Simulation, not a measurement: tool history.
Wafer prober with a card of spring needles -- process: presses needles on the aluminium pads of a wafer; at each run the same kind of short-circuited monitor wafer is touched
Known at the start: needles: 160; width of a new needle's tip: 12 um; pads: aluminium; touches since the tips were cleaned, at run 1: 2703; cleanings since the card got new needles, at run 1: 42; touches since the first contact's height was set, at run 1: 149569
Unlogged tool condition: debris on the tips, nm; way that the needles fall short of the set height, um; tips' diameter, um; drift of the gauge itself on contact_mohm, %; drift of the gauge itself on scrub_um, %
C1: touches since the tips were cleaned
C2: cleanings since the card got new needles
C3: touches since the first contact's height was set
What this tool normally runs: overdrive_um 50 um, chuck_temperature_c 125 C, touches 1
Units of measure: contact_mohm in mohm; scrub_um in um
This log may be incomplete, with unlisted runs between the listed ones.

run 1 day=0 | overdrive_um=50 chuck_temperature_c=125 touches=1 | C1=2703 C2=42 C3=149569 | contact_mohm=394 scrub_um=12.43
-- day=0.117 tips cleaned on abrasive film
-- day=0.571 tips cleaned on abrasive film
-- day=1.133 tips cleaned on abrasive film
-- day=1.671 tips cleaned on abrasive film
-- day=2.133 tips cleaned on abrasive film
run 2 day=2.133 | overdrive_um=50 chuck_temperature_c=125 touches=1 | C1=0 C2=47 C3=164282 | contact_mohm=308 scrub_um=11.58
-- day=2.679 tips cleaned on abrasive film
run 3 day=3.112 | overdrive_um=50 chuck_temperature_c=125 touches=1 | C1=3016 C2=48 C3=171049 | contact_mohm=426 scrub_um=11.63
-- day=3.229 tips cleaned on abrasive film
-- day=3.792 tips cleaned on abrasive film
-- day=4.317 tips cleaned on abrasive film
run 4 day=4.358 | overdrive_um=50 chuck_temperature_c=125 touches=1 | C1=281 C2=51 C3=179638 | contact_mohm=330 scrub_um=11.6
-- day=4.771 tips cleaned on abrasive film
-- day=5.325 tips cleaned on abrasive film
-- day=5.888 tips cleaned on abrasive film
run 5 day=6.121 | overdrive_um=50 chuck_temperature_c=125 touches=1 | C1=1628 C2=54 C3=191818 | contact_mohm=394 scrub_um=11.55
-- day=6.35 tips cleaned on abrasive film
-- day=6.912 tips cleaned on abrasive film
run 6 day=7.108 | overdrive_um=65 chuck_temperature_c=125 touches=1 | C1=1364 C2=56 C3=198626 | contact_mohm=331 scrub_um=15.28
-- day=7.45 tips cleaned on abrasive film
-- day=7.9 tips cleaned on abrasive film
-- day=8.454 tips cleaned on abrasive film
-- day=8.942 tips cleaned on abrasive film
run 7 day=8.942 | overdrive_um=65 chuck_temperature_c=125 touches=1 | C1=0 C2=60 C3=211268 | contact_mohm=306 scrub_um=15.13
-- day=9.396 tips cleaned on abrasive film
-- day=9.938 tips cleaned on abrasive film
-- day=10.388 tips cleaned on abrasive film
run 8 day=10.7 | overdrive_um=65 chuck_temperature_c=125 touches=1 | C1=2174 C2=63 C3=223434 | contact_mohm=366 scrub_um=15.26
-- day=10.921 tips cleaned on abrasive film
-- day=11.462 tips cleaned on abrasive film
-- day=11.779 tips cleaned on abrasive film, once more
-- day=11.992 height of the first contact set anew
-- day=12.325 tips cleaned on abrasive film
run 9 day=12.429 | overdrive_um=33 chuck_temperature_c=125 touches=1 | C1=700 C2=67 C3=3003 | contact_mohm=404 scrub_um=8.98
-- day=12.867 tips cleaned on abrasive film
-- day=13.321 tips cleaned on abrasive film
-- day=13.879 tips cleaned on abrasive film
-- day=14.367 tips cleaned on abrasive film
run 10 day=14.367 | overdrive_um=33 chuck_temperature_c=125 touches=1 | C1=0 C2=71 C3=16388 | contact_mohm=334 scrub_um=8.89
-- day=14.933 tips cleaned on abrasive film
-- day=15.388 tips cleaned on abrasive film
-- day=15.946 tips cleaned on abrasive film
-- day=16.471 tips cleaned on abrasive film
run 11 day=16.471 | overdrive_um=50 chuck_temperature_c=108 touches=1 | C1=0 C2=75 C3=30910 | contact_mohm=303 scrub_um=13.61
-- day=17.038 tips cleaned on abrasive film
run 12 day=17.429 | overdrive_um=50 chuck_temperature_c=108 touches=1 | C1=2732 C2=76 C3=37548 | contact_mohm=393 scrub_um=13.2
-- day=17.546 tips cleaned on abrasive film
-- day=18.083 tips cleaned on abrasive film
run 13 day=18.446 | overdrive_um=50 chuck_temperature_c=108 touches=1 | C1=2527 C2=78 C3=44561 | contact_mohm=402 scrub_um=13.35
-- day=18.558 tips cleaned on abrasive film
-- day=19.121 tips cleaned on abrasive film
-- day=19.575 tips cleaned on abrasive film
-- day=20.129 tips cleaned on abrasive film
-- day=20.588 tips cleaned on abrasive film
run 14 day=20.588 | overdrive_um=50 chuck_temperature_c=125 touches=1 | C1=0 C2=83 C3=59317 | contact_mohm=314 scrub_um=13.13
-- day=21.15 tips cleaned on abrasive film
-- day=21.704 tips cleaned on abrasive film
-- day=22.158 tips cleaned on abrasive film
-- day=22.675 tips cleaned on abrasive film
run 15 day=22.675 | overdrive_um=50 chuck_temperature_c=125 touches=1 | C1=0 C2=87 C3=73750 | contact_mohm=308 scrub_um=13.02
-- day=23.242 tips cleaned on abrasive film
-- day=23.808 tips cleaned on abrasive film
run 16 day=23.933 | overdrive_um=50 chuck_temperature_c=125 touches=1 | C1=872 C2=89 C3=82427 | contact_mohm=346 scrub_um=13.32
-- day=24.267 tips cleaned on abrasive film
-- day=24.721 tips cleaned on abrasive film
run 17 day=24.983 | overdrive_um=31 chuck_temperature_c=109 touches=3 | C1=1835 C2=91 C3=89696 | contact_mohm=408 scrub_um=7.64
-- day=25.212 tips cleaned on abrasive film
-- day=25.771 tips cleaned on abrasive film
-- day=26.312 tips cleaned on abrasive film
-- day=26.767 tips cleaned on abrasive film
run 18 day=27.029 | overdrive_um=31 chuck_temperature_c=109 touches=3 | C1=1825 C2=95 C3=103795 | contact_mohm=408 scrub_um=7.33
-- day=27.254 tips cleaned on abrasive film
-- day=27.75 tips cleaned on abrasive film
-- day=28.2 tips cleaned on abrasive film
run 19 day=28.308 | overdrive_um=31 chuck_temperature_c=109 touches=3 | C1=735 C2=98 C3=112612 | contact_mohm=371 scrub_um=7.47
-- day=28.758 tips cleaned on abrasive film
-- day=29.321 tips cleaned on abrasive film
run 20 day=29.429 | overdrive_um=31 chuck_temperature_c=109 touches=3 | C1=762 C2=100 C3=120360 | contact_mohm=373 scrub_um=7.31
-- day=29.883 tips cleaned on abrasive film
-- day=30.333 tips cleaned on abrasive film
run 21 day=30.592 | overdrive_um=39 chuck_temperature_c=31 touches=1 | C1=1787 C2=102 C3=128397 | contact_mohm=452 scrub_um=9.63
-- day=30.821 tips cleaned on abrasive film
-- day=31.275 tips cleaned on abrasive film
-- day=31.812 tips cleaned on abrasive film
-- day=32.375 tips cleaned on abrasive film
run 22 day=32.554 | overdrive_um=39 chuck_temperature_c=31 touches=1 | C1=1244 C2=106 C3=141925 | contact_mohm=431 scrub_um=9.51
-- day=32.892 tips cleaned on abrasive film
-- day=33.454 tips cleaned on abrasive film
-- day=34.012 tips cleaned on abrasive film
run 23 day=34.225 | overdrive_um=31 chuck_temperature_c=125 touches=1 | C1=1497 C2=109 C3=153490 | contact_mohm=555 scrub_um=7.49
-- day=34.567 tips cleaned on abrasive film
-- day=35.121 tips cleaned on abrasive film
run 24 day=35.517 | overdrive_um=69 chuck_temperature_c=33 touches=3 | C1=2764 C2=111 C3=162411 | contact_mohm=294 scrub_um=17.65
-- day=35.633 tips cleaned on abrasive film
-- day=36.179 tips cleaned on abrasive film
-- day=36.717 tips cleaned on abrasive film
-- day=37.262 tips cleaned on abrasive film
run 25 day=37.592 | overdrive_um=39 chuck_temperature_c=82 touches=1 | C1=2308 C2=115 C3=176736 | contact_mohm=503 scrub_um=9.4
-- day=37.8 tips cleaned on abrasive film
-- day=38.35 tips cleaned on abrasive film
run 26 day=38.788 | overdrive_um=39 chuck_temperature_c=82 touches=1 | C1=3044 C2=117 C3=184992 | contact_mohm=600 scrub_um=9.06
-- day=38.904 tips cleaned on abrasive film
-- day=39.467 tips cleaned on abrasive film
run 27 day=39.879 | overdrive_um=39 chuck_temperature_c=82 touches=1 | C1=2864 C2=119 C3=192527 | contact_mohm=593 scrub_um=9.34
-- day=39.996 tips cleaned on abrasive film
-- day=40.554 tips cleaned on abrasive film
run 28 day=40.779 | overdrive_um=39 chuck_temperature_c=82 touches=1 | C1=1571 C2=121 C3=198749 | contact_mohm=465 scrub_um=9.28
-- day=41.008 tips cleaned on abrasive film
-- day=41.462 tips cleaned on abrasive film
-- day=41.983 tips cleaned on abrasive film
run 29 day=42.058 | overdrive_um=44 chuck_temperature_c=28 touches=2 | C1=527 C2=124 C3=207555 | contact_mohm=326 scrub_um=10.48

Subtracting, for every run, the result it would have given without the tool's unlogged condition from the measured result gives the following. The same run-to-run variation enters both numbers; the gauge's scatter may not:
run=1 contact_mohm=+104 scrub_um=-1.31
run=2 contact_mohm=+17 scrub_um=-2.12
run=3 contact_mohm=+136 scrub_um=-2.18
run=4 contact_mohm=+35 scrub_um=-2.27
run=5 contact_mohm=+102 scrub_um=-2.35
run=6 contact_mohm=+48 scrub_um=-2.38
run=7 contact_mohm=+14 scrub_um=-2.52
run=8 contact_mohm=+75 scrub_um=-2.61
run=9 contact_mohm=+94 scrub_um=-0.02
run=10 contact_mohm=+30 scrub_um=-0.17
run=11 contact_mohm=+12 scrub_um=-0.28
run=12 contact_mohm=+112 scrub_um=-0.31
run=13 contact_mohm=+112 scrub_um=-0.37
run=14 contact_mohm=+21 scrub_um=-0.53
run=15 contact_mohm=+18 scrub_um=-0.63
run=16 contact_mohm=+56 scrub_um=-0.7
run=17 contact_mohm=+104 scrub_um=-0.74
run=18 contact_mohm=+105 scrub_um=-0.85
run=19 contact_mohm=+65 scrub_um=-0.93
run=20 contact_mohm=+66 scrub_um=-0.97
run=21 contact_mohm=+183 scrub_um=-1.04
run=22 contact_mohm=+162 scrub_um=-1.17
run=23 contact_mohm=+244 scrub_um=-1.27
run=24 contact_mohm=+36 scrub_um=-1.31
run=25 contact_mohm=+218 scrub_um=-1.43
run=26 contact_mohm=+311 scrub_um=-1.46
run=27 contact_mohm=+305 scrub_um=-1.54
run=28 contact_mohm=+180 scrub_um=-1.59
run=29 contact_mohm=+62 scrub_um=-1.71

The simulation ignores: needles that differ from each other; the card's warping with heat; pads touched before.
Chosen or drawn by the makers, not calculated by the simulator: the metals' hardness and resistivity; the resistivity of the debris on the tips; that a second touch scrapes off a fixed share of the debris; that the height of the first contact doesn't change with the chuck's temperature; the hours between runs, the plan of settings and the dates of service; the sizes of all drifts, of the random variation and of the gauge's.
